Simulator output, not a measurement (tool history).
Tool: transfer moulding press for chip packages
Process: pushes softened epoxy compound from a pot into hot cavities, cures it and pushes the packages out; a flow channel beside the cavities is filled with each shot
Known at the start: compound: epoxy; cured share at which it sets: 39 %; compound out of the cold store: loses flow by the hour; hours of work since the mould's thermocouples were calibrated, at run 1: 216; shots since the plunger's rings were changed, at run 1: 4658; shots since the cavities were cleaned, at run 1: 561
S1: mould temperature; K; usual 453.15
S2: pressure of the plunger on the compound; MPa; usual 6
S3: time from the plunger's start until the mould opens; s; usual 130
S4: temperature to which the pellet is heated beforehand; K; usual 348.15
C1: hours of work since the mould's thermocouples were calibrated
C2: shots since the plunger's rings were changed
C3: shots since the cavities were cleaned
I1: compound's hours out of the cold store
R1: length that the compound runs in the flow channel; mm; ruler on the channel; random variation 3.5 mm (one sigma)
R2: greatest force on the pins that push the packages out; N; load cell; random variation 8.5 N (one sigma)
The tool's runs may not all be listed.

run   hour      S1    S2   S3      S4   C1    C2   C3    I1   R1   R2
  1      0  453.15     6  130  348.15  216  4658  561  23.2  787  524
  2    6.1  453.15     6  130  348.15  219  4703  606  30.6  750  551
  3   15.2  453.15     6  130  348.15  224  4770  673  18.7  801  556
  4   20.3  453.15     6  126  348.15  226  4807  710   9.5  850  601
  5   25.9  453.15     6  121  348.15  229  4848  751  22.1  787  637
  6   33.4  453.15     6  121  355.15  233  4903  806  39.9  711  607
  7   43.2  459.15     6  121  355.15  237  4975  878  22.8  754  498
  8   49.3  459.15     6  121  355.15  240  5019  922    42  682  517
      56.7  -- cavities cleaned with cleaning compound and waxed
  9   61.5  459.15     6  121  355.15  246  5098   35    42  685  333
 10   72.5  459.15     6  121  355.15  251  5179  116  43.6  675  351
 11   83.7  458.15     6  130  348.15  257  5261  198   9.5  821  383
      86.5  -- mould's thermocouples calibrated
 12   92.8  458.15     6  130  348.15    3  5313  250  14.8  794  406
 13  101.6  458.15     6  130  348.15    7  5377  314  33.2  713  423
 14  106.2  456.15  4.74  123  354.15   10  5411  348  32.5  643  451
 15  112.5  457.15     6  125  339.15   13  5457  394  11.6  814  481
 16  120.4  457.15     6  125  339.15   17  5515  452   8.6  818  471
     123.2  -- mould's thermocouples calibrated, once more
 17  128.8  453.15     6  130  352.15    3  5562  499  24.9  769  522
 18    135  453.15     6  112  354.15    6  5607  544  34.9  727  660
 19  146.4  460.15  5.18  151  338.15   11  5691  628  21.8  705  447
 20  153.6  460.15  5.18  151  338.15   15  5744  681  40.7  632  458
 21  160.9  460.15  5.18  151  338.15   19  5797  734  45.4  611  471
 22  167.2  460.15  5.18  130  346.15   22  5844  781  32.7  658  468
 23  176.2  460.15  5.18  130  346.15   26  5909  846  31.4  659  485
     181.1  -- plunger's sealing rings changed
 24  188.2  460.15  6.23  144  346.15   31    52  916  13.8  855  503
     196.8  -- cavities cleaned with cleaning compound and waxed
 25  197.8  460.15  7.12  130  348.15   35   111    7  18.5  891  326

Forecast each of these 5 alternatives for the next run:
  A  205.5  456.15  7.12  130  350.15  39  167  63  46.9   ?   ?
  B  205.5  450.15  5.42  130  348.15  39  167  63  17.5   ?   ?
  C  205.5  450.15  5.16  130  344.15  39  167  63  11.1   ?   ?
  D  205.5  451.15  6.42  130  351.15  39  167  63    46   ?   ?
  E  205.5  457.15  5.94  130  355.15  39  167  63    13   ?   ?

run   R1   R2
  A  769  348
  B  813  492
  C  839  514
  D  758  415
  E  850  360
Without the tool's hidden state the same runs would have given:
run   R1   R2
  A  770  316
  B  814  443
  C  840  463
  D  759  374
  E  852  327
